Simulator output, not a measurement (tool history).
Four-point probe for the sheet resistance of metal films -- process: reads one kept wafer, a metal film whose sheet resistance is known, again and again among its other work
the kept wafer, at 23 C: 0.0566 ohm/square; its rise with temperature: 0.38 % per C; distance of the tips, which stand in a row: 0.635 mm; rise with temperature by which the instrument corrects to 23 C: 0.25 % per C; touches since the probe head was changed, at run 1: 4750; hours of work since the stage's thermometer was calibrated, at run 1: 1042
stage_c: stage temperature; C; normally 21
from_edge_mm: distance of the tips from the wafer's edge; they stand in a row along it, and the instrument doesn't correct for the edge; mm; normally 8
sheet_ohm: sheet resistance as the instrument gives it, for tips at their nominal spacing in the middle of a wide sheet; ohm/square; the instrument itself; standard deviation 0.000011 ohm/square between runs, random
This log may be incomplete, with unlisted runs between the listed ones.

run	hour	stage_c	from_edge_mm	touches since the probe head was changed	hours of work since the stage's thermometer was calibrated	sheet_ohm
1	0.0	21	8	4750	1042	0.056932
2	25.3	21	8	5342	1053	0.056918
3	44.2	21	8	5783	1061	0.056926
4	62.2	27	8	6205	1068	0.057340
5	77.1	21	5	6553	1075	0.057230
6	106.5	28	5	7241	1088	0.057725
7	137.7	28	5	7970	1101	0.057723
8	165.8	28	5	8627	1113	0.057726
9	195.7	28	5	9327	1126	0.057728
10	225.4	21	8	10021	1139	0.056954
11	245.7	21	8	10496	1148	0.056947
12	264.3	21	8	10930	1156	0.056950
13	284.7	21	8	11408	1165	0.056957
14	311.1	24	46	12025	1176	0.056961
15	340.9	24	46	12722	1189	0.056981
16	363.1	24	46	13242	1199	0.056965
# hour 365.6: stage's thermometer calibrated
17	389.2	24	63	13841	10	0.057049
18	405.2	24	63	14214	17	0.057049
19	436.2	20	9	14940	31	0.056941
# hour 456.0: stage's thermometer calibrated, once more
20	467.0	20	9	15648	5	0.056768
21	482.7	27	32	16015	12	0.057147
22	503.4	19	6	16499	21	0.056896
23	526.4	21	44	17038	31	0.056728
24	545.1	25	44	17474	39	0.056979
25	559.8	32	54	17818	45	0.057476
26	581.3	32	54	18321	54	0.057468

Predict each of these 4 candidate next runs independently; none follows another, all start after run 26:
A	606.7	27	69	18916	65	?
B	606.7	25	5	18916	65	?
C	606.7	18	39	18916	65	?
D	606.7	25	16	18916	65	?

run	sheet_ohm
A	0.057121
B	0.057481
C	0.056517
D	0.057043
Stripped of hidden state, with their random variation kept, the same runs would have yielded:
run	sheet_ohm
A	0.056870
B	0.057229
C	0.056269
D	0.056792

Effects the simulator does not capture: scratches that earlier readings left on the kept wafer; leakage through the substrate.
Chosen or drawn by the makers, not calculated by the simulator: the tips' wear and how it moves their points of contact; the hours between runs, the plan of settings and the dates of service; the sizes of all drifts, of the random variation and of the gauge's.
